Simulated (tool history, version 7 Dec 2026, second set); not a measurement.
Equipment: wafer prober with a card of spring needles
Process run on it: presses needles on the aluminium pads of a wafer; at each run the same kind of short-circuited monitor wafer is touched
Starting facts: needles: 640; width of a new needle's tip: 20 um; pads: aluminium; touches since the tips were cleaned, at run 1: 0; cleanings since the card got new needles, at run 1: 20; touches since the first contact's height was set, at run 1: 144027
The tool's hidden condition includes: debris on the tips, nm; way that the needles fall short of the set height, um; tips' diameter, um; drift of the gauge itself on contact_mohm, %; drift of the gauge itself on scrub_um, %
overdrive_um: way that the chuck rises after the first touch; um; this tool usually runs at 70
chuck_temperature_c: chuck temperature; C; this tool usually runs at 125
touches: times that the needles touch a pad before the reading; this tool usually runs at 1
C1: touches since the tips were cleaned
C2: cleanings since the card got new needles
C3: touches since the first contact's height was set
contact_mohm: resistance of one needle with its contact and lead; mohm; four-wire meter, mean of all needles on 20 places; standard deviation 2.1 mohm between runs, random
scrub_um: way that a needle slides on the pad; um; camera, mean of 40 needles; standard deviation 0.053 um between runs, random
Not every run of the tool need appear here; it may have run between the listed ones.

Run 1, hour 0.0: usual settings; C1 0; C2 20; C3 144027. Result: contact_mohm 227 mohm, scrub_um 17.06 um.
Run 2, hour 6.5: usual settings; C1 3949; C2 20; C3 147976. Result: contact_mohm 227 mohm, scrub_um 17.03 um.
At hour 10.2: tips cleaned on abrasive film.
Run 3, hour 12.5: usual settings; C1 1378; C2 21; C3 151520. Result: contact_mohm 227 mohm, scrub_um 16.93 um.
Run 4, hour 17.5: usual settings; C1 4382; C2 21; C3 154524. Result: contact_mohm 226 mohm, scrub_um 17.08 um.
At hour 20.6: tips cleaned on abrasive film.
Run 5, hour 22.1: usual settings but touches 3; C1 869; C2 22; C3 157217. Result: contact_mohm 224 mohm, scrub_um 17.21 um.
Run 6, hour 27.9: usual settings; C1 4394; C2 22; C3 160742. Result: contact_mohm 226 mohm, scrub_um 17.18 um.
At hour 31.1: tips cleaned on abrasive film.
Run 7, hour 36.2: usual settings; C1 3099; C2 23; C3 165673. Result: contact_mohm 224 mohm, scrub_um 17.13 um.
At hour 41.4: tips cleaned on abrasive film.
Run 8, hour 42.3: usual settings; C1 560; C2 24; C3 169328. Result: contact_mohm 227 mohm, scrub_um 17.11 um.
Run 9, hour 47.4: usual settings; C1 3633; C2 24; C3 172401. Result: contact_mohm 229 mohm, scrub_um 17.26 um.
At hour 52.1: tips cleaned on abrasive film.
Run 10, hour 54.7: usual settings; C1 1564; C2 25; C3 176711. Result: contact_mohm 229 mohm, scrub_um 17.15 um.
Run 11, hour 61.4: usual settings; C1 5595; C2 25; C3 180742. Result: contact_mohm 225 mohm, scrub_um 17.18 um.
At hour 62.5: tips cleaned on abrasive film.
Run 12, hour 67.3: usual settings; C1 2920; C2 26; C3 184272. Result: contact_mohm 227 mohm, scrub_um 17.31 um.
At hour 72.8: tips cleaned on abrasive film.
Run 13, hour 75.6: usual settings; C1 1665; C2 27; C3 189207. Result: contact_mohm 227 mohm, scrub_um 17.27 um.
At hour 83.5: tips cleaned on abrasive film.
Run 14, hour 84.1: usual settings; C1 397; C2 28; C3 194277. Result: contact_mohm 226 mohm, scrub_um 17.21 um.
Run 15, hour 90.6: usual settings; C1 4299; C2 28; C3 198179. Result: contact_mohm 227 mohm, scrub_um 17.13 um.
At hour 93.8: tips cleaned on abrasive film.
Run 16, hour 97.4: usual settings; C1 2166; C2 29; C3 202246. Result: contact_mohm 226 mohm, scrub_um 17.18 um.
At hour 104.2: tips cleaned on abrasive film.
Run 17, hour 105.3: usual settings; C1 653; C2 30; C3 206942. Result: contact_mohm 221 mohm, scrub_um 17.23 um.
Run 18, hour 110.1: usual settings but chuck_temperature_c 76 C; C1 3561; C2 30; C3 209850. Result: contact_mohm 216 mohm, scrub_um 17.20 um.
Run 19, hour 114.2: usual settings but chuck_temperature_c 76 C; C1 5997; C2 30; C3 212286. Result: contact_mohm 217 mohm, scrub_um 17.29 um.
At hour 114.9: tips cleaned on abrasive film.
Run 20, hour 123.1: usual settings but overdrive_um 83 um, chuck_temperature_c 76 C, touches 3; C1 4959; C2 31; C3 217596. Result: contact_mohm 214 mohm, scrub_um 20.55 um.
At hour 124.7: height of the first contact set anew.
At hour 125.4: tips cleaned on abrasive film.
Run 21, hour 132.8: usual settings but overdrive_um 83 um, chuck_temperature_c 76 C, touches 3; C1 4422; C2 32; C3 4823. Result: contact_mohm 213 mohm, scrub_um 20.63 um.
At hour 136.4: tips cleaned on abrasive film.
Run 22, hour 136.9: usual settings but overdrive_um 72 um, chuck_temperature_c 68 C; C1 306; C2 33; C3 7233. Result: contact_mohm 209 mohm, scrub_um 17.73 um.
Run 23, hour 145.7: usual settings but overdrive_um 68 um, chuck_temperature_c 38 C, touches 3; C1 5613; C2 33; C3 12540. Result: contact_mohm 209 mohm, scrub_um 16.70 um.
At hour 146.9: tips cleaned on abrasive film.
Run 24, hour 151.0: usual settings but overdrive_um 68 um, chuck_temperature_c 102 C, touches 2; C1 2490; C2 34; C3 15681. Result: contact_mohm 218 mohm, scrub_um 16.83 um.
Run 25, hour 155.2: usual settings but chuck_temperature_c 91 C; C1 5026; C2 34; C3 18217. Result: contact_mohm 224 mohm, scrub_um 17.18 um.
At hour 157.3: tips cleaned on abrasive film.
Run 26, hour 159.5: usual settings but chuck_temperature_c 91 C; C1 1330; C2 35; C3 20749. Result: contact_mohm 222 mohm, scrub_um 17.26 um.
At hour 167.8: tips cleaned on abrasive film.
Run 27, hour 168.5: usual settings but chuck_temperature_c 50 C; C1 410; C2 36; C3 26141. Result: contact_mohm 210 mohm, scrub_um 17.37 um.
Run 28, hour 172.9: usual settings but overdrive_um 51 um; C1 3072; C2 36; C3 28803. Result: contact_mohm 229 mohm, scrub_um 12.64 um.
At hour 178.0: tips cleaned on abrasive film.
Run 29, hour 178.2: usual settings but overdrive_um 51 um; C1 74; C2 37; C3 31897. Result: contact_mohm 234 mohm, scrub_um 12.51 um.
Run 30, hour 183.3: usual settings but overdrive_um 52 um, chuck_temperature_c 50 C, touches 2; C1 3157; C2 37; C3 34980. Result: contact_mohm 215 mohm, scrub_um 12.86 um.
At hour 188.6: tips cleaned on abrasive film.
Run 31, hour 189.9: usual settings but touches 2; C1 767; C2 38; C3 38894. Result: contact_mohm 227 mohm, scrub_um 17.37 um.
Run 32, hour 196.2: usual settings but overdrive_um 83 um, chuck_temperature_c 98 C, touches 3; C1 4586; C2 38; C3 42713. Result: contact_mohm 220 mohm, scrub_um 20.51 um.
At hour 198.8: tips cleaned on abrasive film.
Run 33, hour 205.8: usual settings but overdrive_um 83 um, chuck_temperature_c 98 C, touches 2; C1 4188; C2 39; C3 48417. Result: contact_mohm 217 mohm, scrub_um 20.65 um.

Hidden state or all else? Some run-to-run changes of scrub_um, split into what the settings, what came in and random variation would give without the hidden state, and what is left for the hidden state (with any gauge scatter that isn't in both results):
Run 19 -> 20: overdrive_um 70 -> 83, touches 1 -> 3, tips cleaned on abrasive film. scrub_um +3.26 um: hidden state +0.06, all else +3.20.
Run 27 -> 28: overdrive_um 70 -> 51, chuck_temperature_c 50 -> 125. scrub_um -4.73 um: hidden state -0.07, all else -4.66.
Run 30 -> 31: overdrive_um 52 -> 70, chuck_temperature_c 50 -> 125, tips cleaned on abrasive film. scrub_um +4.51 um: hidden state +0.09, all else +4.42.
Run 31 -> 32: overdrive_um 70 -> 83, chuck_temperature_c 125 -> 98, touches 2 -> 3. scrub_um +3.14 um: hidden state +0.07, all else +3.07.
